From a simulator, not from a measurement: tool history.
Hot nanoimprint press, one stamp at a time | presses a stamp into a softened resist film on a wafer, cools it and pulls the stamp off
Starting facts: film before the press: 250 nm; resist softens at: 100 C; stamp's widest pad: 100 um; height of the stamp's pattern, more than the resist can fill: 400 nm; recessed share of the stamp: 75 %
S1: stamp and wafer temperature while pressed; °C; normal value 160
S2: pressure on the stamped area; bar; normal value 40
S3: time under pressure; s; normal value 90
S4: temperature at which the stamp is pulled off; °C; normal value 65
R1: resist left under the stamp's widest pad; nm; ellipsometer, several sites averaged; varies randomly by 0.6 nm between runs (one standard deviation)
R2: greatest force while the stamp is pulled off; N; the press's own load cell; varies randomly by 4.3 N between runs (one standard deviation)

run   hour   S1    S2   S3  S4     R1   R2
  1      0  160    40   90  65     98  257
      62.2  -- plate thermocouple calibrated
      78.8  -- stamp cleaned and given a new release coat
  2   78.9  160    40  108  65   95.1  216
  3  134.1  160    40  108  65   94.7  214
  4  206.1  160    40  151  65     81  225
  5  287.5  160    40  151  65   79.8  230
  6  368.7  160    40   89  65  100.3  235
  7  411.9  160    40   90  65     99  252
  8  451.9  160    40   90  65   98.6  246
     531.3  -- plate thermocouple calibrated
  9  531.9  160  40.5   90  65  100.7  263
     562.3  -- stamp cleaned and given a new release coat
 10  593.9  165  42.1   90  56   76.1  262
 11  665.7  165  42.1   90  56   74.7  265
     704.1  -- press's hydraulic seals changed and the load cell set to zero
 12  722.7  165  42.1   90  56   73.7  276
 13  756.2  151  42.1  147  56  125.8  282
 14  790.9  155  41.4  147  56  102.9  280
 15  862.7  165  27.2   98  53   87.3  305
 16  927.3  154  40.2   98  53  126.7  312
 17  974.4  157  25.7   98  53  130.1  327

Below are 5 alternative next runs, each starting from the tool's condition after run 17. Predict each:
     1008.8  -- plate thermocouple calibrated
       1053  -- stamp cleaned and given a new release coat
  A  1053.4  157  30.3   98  53   ?   ?
     1008.8  -- plate thermocouple calibrated
       1053  -- stamp cleaned and given a new release coat
  B  1053.4  157  25.7  162  53   ?   ?
     1008.8  -- plate thermocouple calibrated
       1053  -- stamp cleaned and given a new release coat
  C  1053.4  160  58.7   90  65   ?   ?
     1008.8  -- plate thermocouple calibrated
       1053  -- stamp cleaned and given a new release coat
  D  1053.4  169  25.7   90  72   ?   ?
     1008.8  -- plate thermocouple calibrated
       1053  -- stamp cleaned and given a new release coat
  E  1053.4  157  25.7   72  67   ?   ?

run     R1   R2
  A  125.9  263
  B  113.5  265
  C     84  206
  D   79.3  170
  E  149.7  198
With the hidden condition removed and each run's random variation left untouched, the same runs would have given:
run     R1   R2
  A  126.9  264
  B  114.5  266
  C   84.7  207
  D     80  171
  E  150.8  199
